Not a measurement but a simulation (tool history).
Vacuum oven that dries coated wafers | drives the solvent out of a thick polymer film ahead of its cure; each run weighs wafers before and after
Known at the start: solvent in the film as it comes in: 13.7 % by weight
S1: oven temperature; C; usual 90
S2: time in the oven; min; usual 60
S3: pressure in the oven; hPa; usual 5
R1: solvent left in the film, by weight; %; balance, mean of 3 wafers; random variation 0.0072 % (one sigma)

run	hour	S1	S2	S3	R1
1	0	90	60	5	0.786
2	7.5	90	60	5	0.79
3	17.4	90	32	5	2.485
4	26.2	90	32	5	2.484
5	41.1	90	32	5	2.474
6	53	89	60	5	0.906
7	70.2	89	60	5	0.903
8	85.3	82	32	12.31	4.894
9	92.6	82	92	11.77	1.392
10	109.6	82	92	11.77	1.379
11	119.2	82	92	11.77	1.392
12	132.1	80	40	11.45	4.592
13	141	80	40	11.45	4.57
14	155.5	101	100	13.29	0.356

5 ways to go on from here, each from the tool as it stands after run 14. What would each give?
A	170.9	104	60	5	?
B	170.9	101	100	11.86	?
C	170.9	90	62	4.34	?
D	170.9	78	35	5	?
E	170.9	93	100	13.29	?

run	R1
A	0.134
B	0.313
C	0.702
D	5.447
E	0.476
Without the tool's hidden state the same runs would have given:
run	R1
A	0.109
B	0.285
C	0.671
D	5.431
E	0.44

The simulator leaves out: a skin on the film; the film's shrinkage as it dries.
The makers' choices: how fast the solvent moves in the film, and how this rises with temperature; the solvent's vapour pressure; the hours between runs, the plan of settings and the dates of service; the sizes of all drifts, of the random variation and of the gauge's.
